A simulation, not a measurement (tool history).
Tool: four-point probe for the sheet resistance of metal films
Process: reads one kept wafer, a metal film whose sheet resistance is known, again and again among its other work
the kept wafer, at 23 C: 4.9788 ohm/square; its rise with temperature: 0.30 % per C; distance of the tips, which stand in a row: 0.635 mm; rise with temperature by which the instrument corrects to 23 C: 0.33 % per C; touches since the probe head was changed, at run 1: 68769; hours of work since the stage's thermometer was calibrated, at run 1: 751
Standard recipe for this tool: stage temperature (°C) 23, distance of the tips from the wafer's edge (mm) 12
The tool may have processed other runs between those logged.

run,hour,stage temperature (°C),distance of the tips from the wafer's edge (mm),touches since the probe head was changed,hours of work since the stage's thermometer was calibrated,sheet resistance as the instrument gives it (ohm/square)
1,0,23,12,68769,751,4.987506
2,25.7,23,12,70442,770,4.987198
3,50.2,23,12,72034,789,4.986219
4,88.1,23,26,74499,818,4.981867
5,118.7,33,12,76492,841,4.972379
6,142.2,33,12,78018,859,4.975256
7,178.5,33,12,80377,886,4.973638
8,216.9,23,12,82876,916,4.988688
9,248,23,12,84900,939,4.986734
10,267.4,23,12,86159,954,4.988283
11,296,23,53,88019,976,4.981144
12,322.1,23,53,89718,996,4.979561
13,356.4,23,53,91952,1022,4.97933
14,389.7,23,53,94113,1047,4.978127
15,406.1,23,53,95180,1059,4.979304
16,442,23,12,97515,1087,4.987888
17,460.5,23,12,98722,1101,4.987122
18,478.7,23,18,99905,1115,4.984316
19,515.7,23,18,102311,1143,4.981983
20,547.9,27,23,104405,1167,4.977238
21,569.4,27,23,105804,1184,4.977814
22,588.8,34,30,107063,1198,4.965286
23,616.2,22,27,108844,1219,4.981374
24,644.3,22,27,110672,1240,4.98152
25,670.5,20,4,112380,1260,5.050748
26,696.1,18,57,114044,1280,4.989126
27,718.5,18,57,115499,1297,4.987691
# hour 736.8: new probe head fitted
28,742.9,20,31,395,1315,4.985167
29,780.6,28,3,2848,1343,5.090053
30,811.4,31,63,4853,1367,4.968368
31,848.4,19,35,7255,1395,4.985355
32,872.5,23,10,8823,1413,4.988267
# hour 890.6: stage's thermometer calibrated
33,906,26,32,10969,12,4.974771
34,929.1,28,46,12474,29,4.973057
35,963.4,20,8,14706,55,4.998277

Branching from run 35: 3 alternative next runs. What would each branch give?
A,991.3,33,3,16517,77,?
B,991.3,31,3,16517,77,?
C,991.3,32,12,16517,77,?

run,sheet resistance as the instrument gives it (ohm/square)
A,5.082153
B,5.085791
C,4.973333
What these runs would have given with no unlogged condition in the tool:
run,sheet resistance as the instrument gives it (ohm/square)
A,5.082331
B,5.085969
C,4.973507
